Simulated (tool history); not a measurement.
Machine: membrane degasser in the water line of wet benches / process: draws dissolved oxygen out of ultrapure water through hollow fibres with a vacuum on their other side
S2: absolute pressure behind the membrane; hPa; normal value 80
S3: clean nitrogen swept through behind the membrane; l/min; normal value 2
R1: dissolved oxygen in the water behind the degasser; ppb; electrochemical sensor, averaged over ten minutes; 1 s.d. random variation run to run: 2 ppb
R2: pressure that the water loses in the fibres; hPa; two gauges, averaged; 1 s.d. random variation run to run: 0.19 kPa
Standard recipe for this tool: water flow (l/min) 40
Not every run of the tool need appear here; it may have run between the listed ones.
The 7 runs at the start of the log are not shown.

run 8 hour=230.9 | water_flow_(l/min)=40 S2=80 S3=2 | R1=218.7 R2=401.4
run 9 hour=251.7 | water_flow_(l/min)=40 S2=80 S3=2 | R1=220.8 R2=401.8
run 10 hour=300 | water_flow_(l/min)=40 S2=114.5 S3=2 | R1=366.6 R2=402.3
run 11 hour=330.7 | water_flow_(l/min)=40 S2=114.5 S3=2 | R1=362.3 R2=400.6
run 12 hour=374.4 | water_flow_(l/min)=40 S2=80 S3=2 | R1=217.3 R2=401
run 13 hour=419.5 | water_flow_(l/min)=40 S2=80 S3=1.59 | R1=263.4 R2=400.9
run 14 hour=459.3 | water_flow_(l/min)=40 S2=80 S3=2 | R1=217.2 R2=399.5
run 15 hour=486.7 | water_flow_(l/min)=40 S2=71.4 S3=2 | R1=181.1 R2=400.2
run 16 hour=535.9 | water_flow_(l/min)=40 S2=80 S3=2 | R1=215.5 R2=400.5
run 17 hour=558.6 | water_flow_(l/min)=40 S2=80 S3=2.89 | R1=159.5 R2=399.5
run 18 hour=584.8 | water_flow_(l/min)=52 S2=64.7 S3=4.58 | R1=96.9 R2=521.7
run 19 hour=621.7 | water_flow_(l/min)=59 S2=108.7 S3=2.68 | R1=374.1 R2=594.5
run 20 hour=646.1 | water_flow_(l/min)=39 S2=149.8 S3=1.33 | R1=687.2 R2=390.6
run 21 hour=682.7 | water_flow_(l/min)=50 S2=149.8 S3=2.82 | R1=461.3 R2=500.1
run 22 hour=715.2 | water_flow_(l/min)=50 S2=149.8 S3=2.82 | R1=459.1 R2=505.4
run 23 hour=749.1 | water_flow_(l/min)=50 S2=149.8 S3=2.82 | R1=455.9 R2=499.6
run 24 hour=790.4 | water_flow_(l/min)=28 S2=149.8 S3=2.27 | R1=338.8 R2=278.1
run 25 hour=820.9 | water_flow_(l/min)=28 S2=149.8 S3=2.27 | R1=331.9 R2=278.6
run 26 hour=855.2 | water_flow_(l/min)=28 S2=149.8 S3=2.27 | R1=328.5 R2=281.7
run 27 hour=877.3 | water_flow_(l/min)=28 S2=149.8 S3=2.27 | R1=332.8 R2=278.5
run 28 hour=900.6 | water_flow_(l/min)=28 S2=95.8 S3=5.24 | R1=84.6 R2=279.8
run 29 hour=951.5 | water_flow_(l/min)=63 S2=102.6 S3=2 | R1=476.8 R2=633.2

The next listed run, before its measurement:
run 30 hour=985.2 | water_flow_(l/min)=54 S2=147 S3=2.16 | R1=? R2=?

R1: 597.2 ppb
R2: 545.7 hPa
Without the tool's hidden state the same run would have given R1 588.1 ppb, R2 541.3 hPa.
